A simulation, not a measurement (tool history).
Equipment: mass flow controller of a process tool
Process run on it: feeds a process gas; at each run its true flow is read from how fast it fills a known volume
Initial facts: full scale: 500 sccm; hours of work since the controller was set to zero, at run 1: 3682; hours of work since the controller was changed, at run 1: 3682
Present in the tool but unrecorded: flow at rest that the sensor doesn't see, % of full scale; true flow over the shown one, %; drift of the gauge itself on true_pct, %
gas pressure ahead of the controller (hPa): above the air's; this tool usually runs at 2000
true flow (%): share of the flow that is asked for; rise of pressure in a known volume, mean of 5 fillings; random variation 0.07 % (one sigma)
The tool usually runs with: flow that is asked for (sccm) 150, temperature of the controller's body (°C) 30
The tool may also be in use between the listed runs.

run	hour	flow that is asked for (sccm)	gas pressure ahead of the controller (hPa)	temperature of the controller's body (°C)	hours of work since the controller was set to zero	hours of work since the controller was changed	true flow (%)
1	0	150	2000	30	3682	3682	100.92
2	158.8	150	2000	30	3776	3776	101.04
3	419	150	2000	30	3929	3929	101.05
4	695.9	150	2000	30	4092	4092	101.21
5	1009.1	150	2000	30	4276	4276	101.38
6	1339	150	2000	30	4470	4470	101.15
7	1623.9	150	2000	30	4638	4638	101.31
8	1899.5	150	2000	30	4800	4800	101.31
9	2183.7	150	1950	30	4967	4967	101.57
10	2490.2	100	2000	30	5148	5148	103
11	2789.2	100	2000	30	5323	5323	103.26
12	3094	87	2000	30	5503	5503	103.98
13	3300.8	87	2000	30	5625	5625	104.05
14	3645	87	2000	30	5827	5827	104.35
15	3871.6	150	2000	22	5960	5960	102.41
16	4211.6	150	2000	22	6160	6160	102.56
17	4572.6	134	2000	30	6373	6373	102.53
18	4734.3	134	1540	30	6468	6468	102.63
19	4899.4	134	1540	30	6565	6565	102.8
20	5253.6	150	2000	24	6773	6773	102.67
21	5495.4	150	2000	30	6916	6916	102.4
22	5809.1	150	2000	30	7100	7100	102.51
23	6151.3	150	2000	30	7302	7302	102.67
24	6408.7	150	2000	30	7453	7453	102.65
25	6778.4	82	2730	30	7671	7671	106.21
26	7032.8	112	2150	32	7820	7820	104.25
27	7274.2	112	2150	32	7962	7962	104.09
# hour 7497: controller's zero set anew
28	7523.8	183	2260	31	16	8109	98.27
29	7793.4	144	2260	35	174	8267	98.13
30	7960	150	2000	29	272	8365	98.47
31	8215.8	257	2080	31	423	8516	98.52
32	8406.1	150	2670	21	535	8628	99.03
33	8618.3	150	2670	21	660	8753	99.11
34	8815.1	51	2000	30	776	8869	99.46
35	9056.4	50	2000	30	917	9010	99.79
36	9372.1	50	2000	30	1103	9196	100.05
37	9533.2	50	2000	30	1198	9291	100.14
38	9744.1	50	2600	30	1322	9415	100.41
39	10116.7	50	2600	30	1541	9634	100.68
40	10316.6	287	1750	26	1659	9752	99.06
41	10647.9	287	1750	22	1854	9947	99.39
42	10863.3	287	1750	22	1981	10074	99.34
43	11104.6	287	1750	22	2123	10216	99.42
44	11372.6	287	1750	22	2280	10373	99.48
45	11624.5	287	1750	22	2428	10521	99.58
46	11902.9	287	1890	22	2592	10685	99.53

5 options for the next run, each taken on its own from the tool as it stands now. Forecast them:
A	12089.4	158	2620	30	2702	10795	?
B	12089.4	178	1450	27	2702	10795	?
C	12089.4	118	1730	25	2702	10795	?
D	12089.4	112	1890	22	2702	10795	?
E	12089.4	150	2000	31	2702	10795	?

run	true flow (%)
A	99.42
B	99.59
C	100.28
D	100.53
E	99.39
Take away the tool's hidden state, keep each run's random variation, and the runs would have read:
run	true flow (%)
A	99.06
B	99.4
C	99.39
D	99.53
E	98.95
